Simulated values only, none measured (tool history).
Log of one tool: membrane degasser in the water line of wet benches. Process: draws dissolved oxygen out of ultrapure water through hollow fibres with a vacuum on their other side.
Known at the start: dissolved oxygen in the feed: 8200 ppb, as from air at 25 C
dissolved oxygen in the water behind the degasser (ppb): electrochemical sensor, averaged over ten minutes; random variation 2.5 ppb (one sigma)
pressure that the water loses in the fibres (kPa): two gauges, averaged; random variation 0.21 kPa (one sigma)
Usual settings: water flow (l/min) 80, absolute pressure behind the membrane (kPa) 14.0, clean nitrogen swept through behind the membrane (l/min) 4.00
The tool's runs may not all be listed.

run   hour  water flow (l/min)  absolute pressure behind the membrane (kPa)  clean nitrogen swept through behind the membrane (l/min)  dissolved oxygen in the water behind the degasser (ppb)  pressure that the water loses in the fibres (kPa)
  1    0.0                  80                                         14.0                                                      4.00                                                    463.9                                              49.59
  2   40.2                  80                                         14.0                                                      4.00                                                    462.5                                              49.19
  3   85.2                  80                                         14.0                                                      4.00                                                    465.1                                              48.86
  4  130.9                  80                                         14.0                                                      4.00                                                    463.4                                              49.26
  5  182.9                  80                                         14.0                                                      3.94                                                    466.8                                              49.54
  6  207.6                  80                                         14.0                                                      3.94                                                    469.0                                              49.17
  7  238.9                  80                                         14.0                                                      3.94                                                    479.4                                              49.14
  8  289.1                  53                                         14.0                                                      4.00                                                    327.0                                              32.80
  9  339.3                  53                                         14.0                                                      4.00                                                    326.7                                              32.47
 10  391.1                  53                                         14.0                                                      4.00                                                    330.4                                              32.61
 11  428.6                  53                                         14.0                                                      4.00                                                    328.9                                              32.85
     430.7  -- gauge calibrated
 12  477.4                  53                                         14.0                                                      4.00                                                    322.1                                              32.63
 13  515.5                  94                                         17.1                                                      4.00                                                    671.1                                              57.78
 14  554.0                  97                                         11.9                                                      4.00                                                    445.0                                              59.23
 15  604.2                  50                                         22.1                                                      2.99                                                    677.7                                              30.75
 16  638.3                  50                                         26.0                                                      2.99                                                    797.4                                              31.10
 17  682.6                 124                                         18.8                                                      8.44                                                    517.2                                              76.47
 18  728.9                 124                                         18.8                                                      8.44                                                    522.5                                              76.56
 19  752.1                  68                                         18.5                                                      3.28                                                    672.9                                              41.69
 20  800.4                 112                                         14.8                                                      4.00                                                    666.9                                              68.76
 21  829.5                 121                                         11.7                                                      4.76                                                    462.6                                              74.40
 22  873.2                 121                                         11.7                                                      4.76                                                    467.3                                              74.58
 23  911.4                 121                                         11.7                                                      4.76                                                    465.1                                              73.90

Forecast each of these 4 alternatives for the next run:
  A  938.4                 102                                         16.8                                                      4.00                                                        ?                                                  ?
  B  938.4                 112                                         11.7                                                      4.76                                                        ?                                                  ?
  C  938.4                  70                                         19.1                                                     11.29                                                        ?                                                  ?
  D  938.4                 121                                         11.4                                                      4.76                                                        ?                                                  ?

run  dissolved oxygen in the water behind the degasser (ppb)  pressure that the water loses in the fibres (kPa)
  A                                                    713.8                                              62.74
  B                                                    439.7                                              68.55
  C                                                    241.2                                              42.89
  D                                                    453.0                                              74.89
Without the tool's hidden state the same runs would have given:
run  dissolved oxygen in the water behind the degasser (ppb)  pressure that the water loses in the fibres (kPa)
  A                                                    690.9                                              62.72
  B                                                    425.5                                              68.53
  C                                                    233.4                                              42.88
  D                                                    438.4                                              74.86

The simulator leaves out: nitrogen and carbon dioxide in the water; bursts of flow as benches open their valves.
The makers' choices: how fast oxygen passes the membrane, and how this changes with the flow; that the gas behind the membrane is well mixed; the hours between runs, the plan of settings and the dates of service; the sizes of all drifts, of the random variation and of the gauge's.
